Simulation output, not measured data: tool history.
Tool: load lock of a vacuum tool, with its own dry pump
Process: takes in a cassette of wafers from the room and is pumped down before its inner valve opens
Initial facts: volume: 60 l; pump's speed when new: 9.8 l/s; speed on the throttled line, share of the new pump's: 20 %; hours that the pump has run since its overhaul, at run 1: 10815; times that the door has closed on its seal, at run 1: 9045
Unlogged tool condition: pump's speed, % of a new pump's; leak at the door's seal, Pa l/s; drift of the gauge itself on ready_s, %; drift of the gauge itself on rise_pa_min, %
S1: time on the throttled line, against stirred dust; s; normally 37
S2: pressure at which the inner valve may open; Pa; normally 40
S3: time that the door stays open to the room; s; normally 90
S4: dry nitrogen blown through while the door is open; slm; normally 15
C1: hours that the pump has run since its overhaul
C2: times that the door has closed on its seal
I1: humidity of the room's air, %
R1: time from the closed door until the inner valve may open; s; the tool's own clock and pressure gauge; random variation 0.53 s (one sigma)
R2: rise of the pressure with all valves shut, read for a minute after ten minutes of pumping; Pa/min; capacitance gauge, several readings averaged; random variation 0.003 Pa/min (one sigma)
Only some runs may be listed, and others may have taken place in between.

{"run": 1, "day": 0.0, "S1": 37, "S2": 40, "S3": 90, "S4": 15, "C1": 10815, "C2": 9045, "I1": 45.2, "R1": 80.9, "R2": 0.061}
{"run": 2, "day": 12.35, "S1": 37, "S2": 40, "S3": 90, "S4": 15, "C1": 11111, "C2": 9479, "I1": 43.5, "R1": 81.6, "R2": 0.065}
{"run": 3, "day": 33.438, "S1": 37, "S2": 40, "S3": 59, "S4": 15, "C1": 11617, "C2": 10221, "I1": 48.5, "R1": 81.8, "R2": 0.06}
{"run": 4, "day": 50.625, "S1": 37, "S2": 40, "S3": 59, "S4": 15, "C1": 12030, "C2": 10825, "I1": 46.4, "R1": 82.2, "R2": 0.063}
{"run": 5, "day": 70.792, "S1": 37, "S2": 40, "S3": 59, "S4": 15, "C1": 12514, "C2": 11535, "I1": 43.1, "R1": 81.3, "R2": 0.058}
{"run": 6, "day": 82.45, "S1": 37, "S2": 40, "S3": 59, "S4": 15, "C1": 12794, "C2": 11945, "I1": 44.2, "R1": 80.9, "R2": 0.062}
{"run": 7, "day": 99.379, "S1": 37, "S2": 40, "S3": 131, "S4": 15, "C1": 13200, "C2": 12540, "I1": 44, "R1": 82.3, "R2": 0.08}
{"run": 8, "day": 120.917, "S1": 25, "S2": 40, "S3": 90, "S4": 26, "C1": 13717, "C2": 13297, "I1": 41.5, "R1": 73.4, "R2": 0.062}
{"run": 9, "day": 136.025, "S1": 25, "S2": 40, "S3": 90, "S4": 26, "C1": 14079, "C2": 13829, "I1": 44.3, "R1": 73.1, "R2": 0.064}
{"run": 10, "day": 148.254, "S1": 25, "S2": 40, "S3": 90, "S4": 26, "C1": 14373, "C2": 14259, "I1": 42.7, "R1": 73.2, "R2": 0.066}

Predict each of these 4 candidate next runs independently; none follows another, all start after run 10:
{"day": 166.879, "done": "dry pump taken out, an overhauled one fitted"}
{"run": "A", "day": 171.033, "S1": 41, "S2": 29, "S3": 118, "S4": 26, "C1": 100, "C2": 15051, "I1": 46.5, "R1": "?", "R2": "?"}
{"day": 166.879, "done": "dry pump taken out, an overhauled one fitted"}
{"run": "B", "day": 171.033, "S1": 25, "S2": 40, "S3": 25, "S4": 26, "C1": 100, "C2": 15051, "I1": 41.6, "R1": "?", "R2": "?"}
{"day": 166.879, "done": "dry pump taken out, an overhauled one fitted"}
{"run": "C", "day": 171.033, "S1": 62, "S2": 40, "S3": 86, "S4": 26, "C1": 100, "C2": 15051, "I1": 44.7, "R1": "?", "R2": "?"}
{"day": 166.879, "done": "dry pump taken out, an overhauled one fitted"}
{"run": "D", "day": 171.033, "S1": 49, "S2": 45, "S3": 90, "S4": 26, "C1": 100, "C2": 15051, "I1": 44, "R1": "?", "R2": "?"}

run=A R1=82.6 R2=0.077
run=B R1=67.9 R2=0.057
run=C R1=97.2 R2=0.066
run=D R1=86.7 R2=0.068
Take away the tool's hidden state, keep each run's random variation, and the runs would have read:
run=A R1=82.9 R2=0.038
run=B R1=68.2 R2=0.018
run=C R1=97.4 R2=0.028
run=D R1=87 R2=0.029
